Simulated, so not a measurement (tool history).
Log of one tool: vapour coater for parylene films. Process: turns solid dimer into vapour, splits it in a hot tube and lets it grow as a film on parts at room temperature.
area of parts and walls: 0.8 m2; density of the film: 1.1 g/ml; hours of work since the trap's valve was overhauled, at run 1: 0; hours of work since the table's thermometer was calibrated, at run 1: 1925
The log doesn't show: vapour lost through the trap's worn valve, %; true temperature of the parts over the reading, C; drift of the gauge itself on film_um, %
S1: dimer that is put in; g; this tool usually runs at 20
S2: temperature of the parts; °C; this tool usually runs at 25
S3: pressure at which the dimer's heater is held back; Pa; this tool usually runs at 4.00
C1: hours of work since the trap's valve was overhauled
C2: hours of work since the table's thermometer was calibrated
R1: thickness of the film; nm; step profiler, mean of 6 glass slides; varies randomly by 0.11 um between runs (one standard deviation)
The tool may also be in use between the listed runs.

run 1 day=0.000 | S1=20 S2=25 S3=4.00 | C1=0 C2=1925 | R1=13380
run 2 day=1.404 | S1=20 S2=25 S3=4.00 | C1=27 C2=1952 | R1=13440
run 3 day=2.879 | S1=20 S2=32 S3=4.00 | C1=55 C2=1981 | R1=10540
run 4 day=4.554 | S1=20 S2=32 S3=4.00 | C1=87 C2=2013 | R1=10640
run 5 day=6.812 | S1=20 S2=23 S3=4.00 | C1=131 C2=2056 | R1=13890
run 6 day=9.242 | S1=20 S2=25 S3=4.00 | C1=177 C2=2103 | R1=12740
-- day=9.529 table's thermometer calibrated
run 7 day=11.496 | S1=20 S2=25 S3=4.00 | C1=220 C2=38 | R1=12500
run 8 day=12.825 | S1=14 S2=25 S3=11.11 | C1=245 C2=63 | R1=7000

The next listed run, before its measurement:
run 9 day=14.721 | S1=23 S2=23 S3=7.80 | C1=282 C2=100 | R1=?

Run 9 gave R1 12950 nm.
Were there no unlogged condition in the tool, this run, its random variation unchanged, would have produced R1 14290 nm.
